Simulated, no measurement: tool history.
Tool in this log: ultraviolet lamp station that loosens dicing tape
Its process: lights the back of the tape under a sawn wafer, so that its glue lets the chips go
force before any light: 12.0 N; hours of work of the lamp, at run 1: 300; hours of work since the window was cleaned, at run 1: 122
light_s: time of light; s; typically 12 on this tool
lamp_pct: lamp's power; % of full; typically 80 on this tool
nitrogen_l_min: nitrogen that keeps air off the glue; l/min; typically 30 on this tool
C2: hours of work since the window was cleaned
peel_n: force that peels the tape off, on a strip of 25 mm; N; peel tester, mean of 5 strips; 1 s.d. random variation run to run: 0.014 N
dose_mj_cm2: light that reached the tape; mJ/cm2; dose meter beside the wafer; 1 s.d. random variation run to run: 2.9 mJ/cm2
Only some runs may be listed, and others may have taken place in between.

{"run": 1, "hour": 0.0, "light_s": 12, "lamp_pct": 80, "nitrogen_l_min": 30, "hours of work of the lamp": 300, "C2": 122, "peel_n": 0.914, "dose_mj_cm2": 373}
{"run": 2, "hour": 9.1, "light_s": 12, "lamp_pct": 80, "nitrogen_l_min": 26, "hours of work of the lamp": 305, "C2": 128, "peel_n": 0.943, "dose_mj_cm2": 373}
{"run": 3, "hour": 23.0, "light_s": 12, "lamp_pct": 80, "nitrogen_l_min": 26, "hours of work of the lamp": 314, "C2": 137, "peel_n": 0.949, "dose_mj_cm2": 369}
{"run": 4, "hour": 32.6, "light_s": 12, "lamp_pct": 80, "nitrogen_l_min": 26, "hours of work of the lamp": 320, "C2": 143, "peel_n": 0.953, "dose_mj_cm2": 370}
{"run": 5, "hour": 42.0, "light_s": 12, "lamp_pct": 80, "nitrogen_l_min": 26, "hours of work of the lamp": 326, "C2": 148, "peel_n": 0.968, "dose_mj_cm2": 373}
{"run": 6, "hour": 50.9, "light_s": 12, "lamp_pct": 80, "nitrogen_l_min": 26, "hours of work of the lamp": 331, "C2": 154, "peel_n": 0.973, "dose_mj_cm2": 364}
{"run": 7, "hour": 64.0, "light_s": 9, "lamp_pct": 80, "nitrogen_l_min": 30, "hours of work of the lamp": 340, "C2": 162, "peel_n": 1.642, "dose_mj_cm2": 276}
{"run": 8, "hour": 78.3, "light_s": 12, "lamp_pct": 80, "nitrogen_l_min": 30, "hours of work of the lamp": 349, "C2": 171, "peel_n": 0.964, "dose_mj_cm2": 362}
{"run": 9, "hour": 94.5, "light_s": 12, "lamp_pct": 80, "nitrogen_l_min": 45, "hours of work of the lamp": 359, "C2": 181, "peel_n": 0.806, "dose_mj_cm2": 360}
{"run": 10, "hour": 108.3, "light_s": 12, "lamp_pct": 80, "nitrogen_l_min": 45, "hours of work of the lamp": 367, "C2": 190, "peel_n": 0.793, "dose_mj_cm2": 359}
{"run": 11, "hour": 120.4, "light_s": 12, "lamp_pct": 80, "nitrogen_l_min": 58, "hours of work of the lamp": 375, "C2": 197, "peel_n": 0.77, "dose_mj_cm2": 352}
{"hour": 122.2, "done": "window cleaned of glue's vapour"}
{"run": 12, "hour": 128.8, "light_s": 12, "lamp_pct": 80, "nitrogen_l_min": 58, "hours of work of the lamp": 380, "C2": 4, "peel_n": 0.803, "dose_mj_cm2": 351}
{"run": 13, "hour": 145.9, "light_s": 9, "lamp_pct": 80, "nitrogen_l_min": 30, "hours of work of the lamp": 391, "C2": 15, "peel_n": 1.826, "dose_mj_cm2": 264}
{"run": 14, "hour": 157.5, "light_s": 9, "lamp_pct": 80, "nitrogen_l_min": 30, "hours of work of the lamp": 398, "C2": 22, "peel_n": 1.827, "dose_mj_cm2": 262}
{"run": 15, "hour": 165.3, "light_s": 9, "lamp_pct": 80, "nitrogen_l_min": 30, "hours of work of the lamp": 403, "C2": 27, "peel_n": 1.796, "dose_mj_cm2": 262}
{"hour": 167.7, "done": "window cleaned of glue's vapour, once more"}
{"run": 16, "hour": 176.0, "light_s": 9, "lamp_pct": 80, "nitrogen_l_min": 30, "hours of work of the lamp": 409, "C2": 5, "peel_n": 1.649, "dose_mj_cm2": 275}
{"run": 17, "hour": 186.3, "light_s": 12, "lamp_pct": 80, "nitrogen_l_min": 14, "hours of work of the lamp": 416, "C2": 12, "peel_n": 1.301, "dose_mj_cm2": 372}
{"run": 18, "hour": 197.7, "light_s": 12, "lamp_pct": 80, "nitrogen_l_min": 14, "hours of work of the lamp": 423, "C2": 19, "peel_n": 1.289, "dose_mj_cm2": 361}
{"run": 19, "hour": 206.3, "light_s": 12, "lamp_pct": 80, "nitrogen_l_min": 14, "hours of work of the lamp": 428, "C2": 24, "peel_n": 1.357, "dose_mj_cm2": 368}
{"run": 20, "hour": 222.3, "light_s": 11, "lamp_pct": 80, "nitrogen_l_min": 10, "hours of work of the lamp": 438, "C2": 34, "peel_n": 1.794, "dose_mj_cm2": 338}
{"run": 21, "hour": 237.8, "light_s": 11, "lamp_pct": 80, "nitrogen_l_min": 29, "hours of work of the lamp": 448, "C2": 44, "peel_n": 1.151, "dose_mj_cm2": 333}
{"run": 22, "hour": 252.5, "light_s": 11, "lamp_pct": 80, "nitrogen_l_min": 19, "hours of work of the lamp": 457, "C2": 53, "peel_n": 1.348, "dose_mj_cm2": 333}
{"run": 23, "hour": 260.6, "light_s": 11, "lamp_pct": 80, "nitrogen_l_min": 19, "hours of work of the lamp": 462, "C2": 58, "peel_n": 1.387, "dose_mj_cm2": 333}
{"run": 24, "hour": 274.8, "light_s": 18, "lamp_pct": 86, "nitrogen_l_min": 43, "hours of work of the lamp": 471, "C2": 67, "peel_n": 0.331, "dose_mj_cm2": 579}
{"run": 25, "hour": 282.5, "light_s": 9, "lamp_pct": 68, "nitrogen_l_min": 30, "hours of work of the lamp": 476, "C2": 72, "peel_n": 2.355, "dose_mj_cm2": 227}
{"run": 26, "hour": 301.1, "light_s": 12, "lamp_pct": 80, "nitrogen_l_min": 55, "hours of work of the lamp": 487, "C2": 83, "peel_n": 0.797, "dose_mj_cm2": 359}
{"run": 27, "hour": 317.8, "light_s": 12, "lamp_pct": 80, "nitrogen_l_min": 13, "hours of work of the lamp": 498, "C2": 94, "peel_n": 1.509, "dose_mj_cm2": 354}
{"run": 28, "hour": 333.5, "light_s": 12, "lamp_pct": 80, "nitrogen_l_min": 11, "hours of work of the lamp": 508, "C2": 104, "peel_n": 1.543, "dose_mj_cm2": 349}
{"run": 29, "hour": 346.1, "light_s": 12, "lamp_pct": 67, "nitrogen_l_min": 38, "hours of work of the lamp": 516, "C2": 112, "peel_n": 1.35, "dose_mj_cm2": 290}
{"run": 30, "hour": 362.0, "light_s": 12, "lamp_pct": 67, "nitrogen_l_min": 38, "hours of work of the lamp": 526, "C2": 122, "peel_n": 1.364, "dose_mj_cm2": 291}
{"run": 31, "hour": 373.0, "light_s": 12, "lamp_pct": 75, "nitrogen_l_min": 30, "hours of work of the lamp": 532, "C2": 128, "peel_n": 1.159, "dose_mj_cm2": 325}
{"run": 32, "hour": 389.3, "light_s": 23, "lamp_pct": 62, "nitrogen_l_min": 13, "hours of work of the lamp": 543, "C2": 139, "peel_n": 0.674, "dose_mj_cm2": 509}
{"run": 33, "hour": 406.9, "light_s": 23, "lamp_pct": 62, "nitrogen_l_min": 13, "hours of work of the lamp": 554, "C2": 150, "peel_n": 0.675, "dose_mj_cm2": 508}
{"run": 34, "hour": 422.6, "light_s": 12, "lamp_pct": 93, "nitrogen_l_min": 23, "hours of work of the lamp": 563, "C2": 159, "peel_n": 0.876, "dose_mj_cm2": 389}
{"run": 35, "hour": 438.1, "light_s": 11, "lamp_pct": 80, "nitrogen_l_min": 30, "hours of work of the lamp": 573, "C2": 169, "peel_n": 1.317, "dose_mj_cm2": 310}
{"run": 36, "hour": 454.6, "light_s": 11, "lamp_pct": 80, "nitrogen_l_min": 30, "hours of work of the lamp": 583, "C2": 179, "peel_n": 1.301, "dose_mj_cm2": 312}
{"run": 37, "hour": 463.4, "light_s": 8, "lamp_pct": 86, "nitrogen_l_min": 16, "hours of work of the lamp": 589, "C2": 185, "peel_n": 2.705, "dose_mj_cm2": 243}
{"run": 38, "hour": 480.2, "light_s": 8, "lamp_pct": 86, "nitrogen_l_min": 19, "hours of work of the lamp": 599, "C2": 196, "peel_n": 2.445, "dose_mj_cm2": 237}

How would selected steps in peel_n from run to run divide? Give the signed amount a tool lacking its hidden state would still show from settings, what came in and random variation, and the signed amount left for the hidden state, including any gauge scatter that is not in both of the compared results.
Hidden state present: lamp's light, % of a new lamp's; light that the window lets through, % of a clean one's; drift of the gauge itself on peel_n, %; drift of the gauge itself on dose_mj_cm2, %.
Run 23 -> 24: light_s 11 -> 18, lamp_pct 80 -> 86, nitrogen_l_min 19 -> 43. peel_n -1.056 N: hidden state -0.317, all else -0.739.
Run 24 -> 25: light_s 18 -> 9, lamp_pct 86 -> 68, nitrogen_l_min 43 -> 30. peel_n +2.024 N: hidden state +0.505, all else +1.519.
Run 25 -> 26: light_s 9 -> 12, lamp_pct 68 -> 80, nitrogen_l_min 30 -> 55. peel_n -1.558 N: hidden state -0.316, all else -1.242.
Run 36 -> 37: light_s 11 -> 8, lamp_pct 80 -> 86, nitrogen_l_min 30 -> 16. peel_n +1.404 N: hidden state +0.35, all else +1.054.
